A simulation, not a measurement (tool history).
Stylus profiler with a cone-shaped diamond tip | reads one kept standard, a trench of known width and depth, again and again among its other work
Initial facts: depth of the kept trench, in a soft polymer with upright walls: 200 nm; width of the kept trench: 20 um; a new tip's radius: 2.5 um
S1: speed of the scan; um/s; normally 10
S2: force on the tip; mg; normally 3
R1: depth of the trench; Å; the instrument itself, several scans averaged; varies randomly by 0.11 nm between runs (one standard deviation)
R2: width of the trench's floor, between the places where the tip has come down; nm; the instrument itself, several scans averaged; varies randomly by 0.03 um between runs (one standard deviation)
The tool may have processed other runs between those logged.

| run | hour | S1 | S2 | R1 | R2 |
|---|---|---|---|---|---|
| 1 | 0 | 10 | 3 | 2012.7 | 18000 |
| 2 | 112.7 | 10 | 3 | 2013.2 | 17960 |
| 3 | 199.9 | 10 | 3 | 2010.3 | 18000 |
| 4 | 290.3 | 10 | 2.8 | 2011 | 17990 |
| 5 | 370.4 | 10 | 2.8 | 2011 | 17930 |
| 6 | 477.2 | 13 | 2.8 | 2011.8 | 17960 |
| 7 | 589.8 | 13 | 2.8 | 2009.1 | 17950 |
| 8 | 672 | 13 | 2.8 | 2011.4 | 17930 |
| 9 | 735.6 | 12 | 3 | 2010.9 | 17940 |
| 10 | 851.2 | 6 | 6.97 | 2022.1 | 18010 |
| 11 | 949.4 | 14 | 1.71 | 2007.7 | 17970 |
| 12 | 1046.4 | 34 | 2.24 | 2010.2 | 17880 |
|  | 1094.6 | height scale calibrated on a step standard |
| 13 | 1114.1 | 4 | 2.24 | 2009.5 | 18020 |
| 14 | 1178.8 | 4 | 2.24 | 2010.6 | 17980 |
| 15 | 1243.2 | 4 | 2.24 | 2010.5 | 17990 |

Run 16 is up next; what results do you expect?
| 16 | 1299.8 | 4 | 2.87 | ? | ? |

{"run 16": {"R1": 2013.1, "R2": 18020}}
With the hidden condition absent and the run-to-run variation left alone, this run would have shown R1 2013.1 Å, R2 18030 nm.
